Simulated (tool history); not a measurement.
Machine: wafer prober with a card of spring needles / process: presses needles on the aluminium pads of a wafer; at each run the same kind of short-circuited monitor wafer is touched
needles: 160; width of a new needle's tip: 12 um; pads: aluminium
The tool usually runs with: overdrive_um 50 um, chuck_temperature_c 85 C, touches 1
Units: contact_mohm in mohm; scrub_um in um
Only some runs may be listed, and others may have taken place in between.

run	hour	overdrive_um	chuck_temperature_c	touches	contact_mohm	scrub_um
1	0	50	85	1	124	14.02
# hour 3.4: tips cleaned on abrasive film
# hour 9: tips cleaned on abrasive film
# hour 13.6: tips cleaned on abrasive film
# hour 18.8: tips cleaned on abrasive film
2	18.8	50	85	1	122	13.91
# hour 24.4: tips cleaned on abrasive film
# hour 30.1: tips cleaned on abrasive film
# hour 34.6: tips cleaned on abrasive film
3	37.6	50	31	1	113	14.22
# hour 40: tips cleaned on abrasive film
# hour 45.6: tips cleaned on abrasive film
# hour 51.2: tips cleaned on abrasive film
# hour 56.9: tips cleaned on abrasive film
4	59.2	50	31	1	113	13.96
# hour 61.5: tips cleaned on abrasive film
# hour 67.1: tips cleaned on abrasive film
# hour 72.8: tips cleaned on abrasive film
5	76.5	50	31	1	113	13.67
# hour 77.7: tips cleaned on abrasive film
# hour 83.3: tips cleaned on abrasive film
# hour 89: tips cleaned on abrasive film
6	91.1	44	31	1	116	12.16
# hour 94.5: tips cleaned on abrasive film
# hour 100.2: tips cleaned on abrasive film
7	104.4	44	31	1	117	12.15
# hour 105.6: tips cleaned on abrasive film
# hour 111.2: tips cleaned on abrasive film
# hour 116.8: tips cleaned on abrasive film
# hour 122.5: tips cleaned on abrasive film
# hour 128.1: tips cleaned on abrasive film
8	130.8	44	31	1	117	12.27
# hour 133.1: tips cleaned on abrasive film
# hour 137.6: tips cleaned on abrasive film
# hour 143.3: tips cleaned on abrasive film
# hour 147.8: tips cleaned on abrasive film
# hour 153.5: tips cleaned on abrasive film
# hour 153.8: height of the first contact set anew
9	153.9	44	31	1	117	12.27
# hour 158.4: tips cleaned on abrasive film
# hour 164.1: tips cleaned on abrasive film
# hour 169.7: tips cleaned on abrasive film
10	173.6	44	31	1	115	12.1
# hour 174.8: tips cleaned on abrasive film
# hour 180.4: tips cleaned on abrasive film
# hour 186.1: tips cleaned on abrasive film
# hour 191.7: tips cleaned on abrasive film
11	191.8	50	107	1	123	13.9
# hour 196.4: tips cleaned on abrasive film
# hour 202: tips cleaned on abrasive film
# hour 207.6: tips cleaned on abrasive film
12	211.8	32	106	1	136	8.89
# hour 213: tips cleaned on abrasive film
# hour 218.6: tips cleaned on abrasive film
# hour 224.3: tips cleaned on abrasive film
# hour 229.9: tips cleaned on abrasive film
# hour 235.6: tips cleaned on abrasive film
13	237.3	61	27	1	109	17.11
# hour 240.7: tips cleaned on abrasive film
# hour 246.4: tips cleaned on abrasive film
# hour 252: tips cleaned on abrasive film
# hour 257.6: tips cleaned on abrasive film
# hour 262.7: tips cleaned on abrasive film
14	262.7	36	74	1	129	10.19
# hour 267.3: tips cleaned on abrasive film
# hour 272.9: tips cleaned on abrasive film
15	275.7	50	85	1	122	13.72
# hour 278: tips cleaned on abrasive film
# hour 283.7: tips cleaned on abrasive film
# hour 289.3: tips cleaned on abrasive film
# hour 294.9: tips cleaned on abrasive film
# hour 300.5: tips cleaned on abrasive film
16	301.6	64	28	3	109	17.83
# hour 306.1: tips cleaned on abrasive film
# hour 310.6: tips cleaned on abrasive film
# hour 316.3: tips cleaned on abrasive film
# hour 321.9: tips cleaned on abrasive film
# hour 327.5: tips cleaned on abrasive film
17	327.5	43	91	1	124	12.07
# hour 333.1: tips cleaned on abrasive film
# hour 338.8: tips cleaned on abrasive film
# hour 343.3: tips cleaned on abrasive film
# hour 349: tips cleaned on abrasive film
18	350.6	61	107	1	121	17.1

Run 19 is up next; what results do you expect?
# hour 354.1: tips cleaned on abrasive film
# hour 355.5: height of the first contact set anew
# hour 360: tips cleaned on abrasive film
# hour 365.7: tips cleaned on abrasive film
19	367.8	50	65	1	?	?

contact_mohm: 119 mohm
scrub_um: 14.01 um
On a tool with no hidden condition, and with the same random variation, this run would have come out at contact_mohm 119 mohm, scrub_um 14.01 um.
